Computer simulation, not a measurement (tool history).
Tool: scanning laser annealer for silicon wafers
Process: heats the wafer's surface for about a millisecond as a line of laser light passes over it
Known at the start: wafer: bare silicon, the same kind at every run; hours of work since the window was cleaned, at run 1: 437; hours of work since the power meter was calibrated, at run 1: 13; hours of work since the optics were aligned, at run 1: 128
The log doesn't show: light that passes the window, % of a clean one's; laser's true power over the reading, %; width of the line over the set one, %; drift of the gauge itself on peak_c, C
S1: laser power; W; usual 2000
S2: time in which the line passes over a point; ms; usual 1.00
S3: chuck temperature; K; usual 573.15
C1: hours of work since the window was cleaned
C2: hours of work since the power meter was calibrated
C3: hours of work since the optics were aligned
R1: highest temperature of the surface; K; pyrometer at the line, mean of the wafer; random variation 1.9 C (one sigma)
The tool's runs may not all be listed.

run 1 hour=0.0 | S1=2000 S2=1.00 S3=573.15 | C1=437 C2=13 C3=128 | R1=1336.15
run 2 hour=9.7 | S1=2000 S2=1.00 S3=573.15 | C1=443 C2=19 C3=134 | R1=1334.15
run 3 hour=17.3 | S1=2000 S2=1.00 S3=573.15 | C1=448 C2=23 C3=138 | R1=1334.15
run 4 hour=25.8 | S1=2000 S2=1.00 S3=573.15 | C1=453 C2=28 C3=143 | R1=1333.15
run 5 hour=31.4 | S1=2000 S2=1.00 S3=573.15 | C1=456 C2=32 C3=147 | R1=1334.15
run 6 hour=35.7 | S1=2000 S2=1.00 S3=573.15 | C1=459 C2=34 C3=149 | R1=1335.15
run 7 hour=44.1 | S1=2000 S2=1.00 S3=573.15 | C1=464 C2=40 C3=155 | R1=1332.15
run 8 hour=54.5 | S1=2000 S2=1.00 S3=573.15 | C1=470 C2=46 C3=161 | R1=1332.15
run 9 hour=60.1 | S1=2127 S2=1.00 S3=573.15 | C1=474 C2=49 C3=164 | R1=1386.15
run 10 hour=66.7 | S1=2000 S2=1.00 S3=573.15 | C1=478 C2=53 C3=168 | R1=1334.15
run 11 hour=74.3 | S1=2000 S2=0.93 S3=573.15 | C1=482 C2=58 C3=173 | R1=1307.15
run 12 hour=79.2 | S1=2000 S2=0.93 S3=573.15 | C1=485 C2=61 C3=176 | R1=1308.15
run 13 hour=88.4 | S1=2000 S2=0.93 S3=573.15 | C1=491 C2=66 C3=181 | R1=1304.15
run 14 hour=98.5 | S1=2000 S2=0.93 S3=573.15 | C1=497 C2=72 C3=187 | R1=1305.15
run 15 hour=103.8 | S1=2000 S2=0.93 S3=573.15 | C1=500 C2=76 C3=191 | R1=1305.15
run 16 hour=108.8 | S1=2000 S2=0.93 S3=573.15 | C1=503 C2=79 C3=194 | R1=1307.15
run 17 hour=115.2 | S1=1809 S2=1.04 S3=599.15 | C1=507 C2=83 C3=198 | R1=1293.15
run 18 hour=124.1 | S1=2154 S2=1.00 S3=547.15 | C1=512 C2=88 C3=203 | R1=1369.15
run 19 hour=131.7 | S1=1971 S2=0.96 S3=573.15 | C1=517 C2=93 C3=208 | R1=1306.15
run 20 hour=138.8 | S1=1971 S2=0.96 S3=573.15 | C1=521 C2=97 C3=212 | R1=1304.15
run 21 hour=145.5 | S1=2000 S2=0.76 S3=573.15 | C1=525 C2=101 C3=216 | R1=1242.15
run 22 hour=152.7 | S1=2000 S2=0.76 S3=573.15 | C1=530 C2=105 C3=220 | R1=1238.15
run 23 hour=159.8 | S1=2000 S2=0.76 S3=573.15 | C1=534 C2=110 C3=225 | R1=1243.15
run 24 hour=167.9 | S1=1888 S2=1.18 S3=549.15 | C1=539 C2=114 C3=229 | R1=1319.15
run 25 hour=174.9 | S1=1888 S2=0.86 S3=553.15 | C1=543 C2=119 C3=234 | R1=1219.15
run 26 hour=184.6 | S1=2000 S2=0.72 S3=568.15 | C1=549 C2=125 C3=240 | R1=1220.15
run 27 hour=190.1 | S1=1708 S2=1.18 S3=553.15 | C1=552 C2=128 C3=243 | R1=1242.15
run 28 hour=198.6 | S1=1708 S2=1.18 S3=553.15 | C1=557 C2=133 C3=248 | R1=1241.15
run 29 hour=203.4 | S1=1708 S2=1.18 S3=553.15 | C1=560 C2=136 C3=251 | R1=1238.15
run 30 hour=213.1 | S1=2000 S2=1.01 S3=581.15 | C1=566 C2=142 C3=257 | R1=1340.15
run 31 hour=219.6 | S1=2125 S2=1.19 S3=538.15 | C1=570 C2=146 C3=261 | R1=1407.15

5 ways to go on from here, each from the tool as it stands after run 31. What would each give?
run A hour=224.0 | S1=2000 S2=1.24 S3=573.15 | C1=573 C2=148 C3=263 | R1=?
run B hour=224.0 | S1=1923 S2=0.86 S3=535.15 | C1=573 C2=148 C3=263 | R1=?
run C hour=224.0 | S1=2000 S2=1.00 S3=611.15 | C1=573 C2=148 C3=263 | R1=?
run D hour=224.0 | S1=2150 S2=0.86 S3=540.15 | C1=573 C2=148 C3=263 | R1=?
run E hour=224.0 | S1=2086 S2=0.79 S3=573.15 | C1=573 C2=148 C3=263 | R1=?

run=A R1=1408.15
run=B R1=1208.15
run=C R1=1365.15
run=D R1=1297.15
run=E R1=1282.15
Without the tool's hidden state the same runs would have given:
run=A R1=1442.15
run=B R1=1236.15
run=C R1=1396.15
run=D R1=1328.15
run=E R1=1311.15
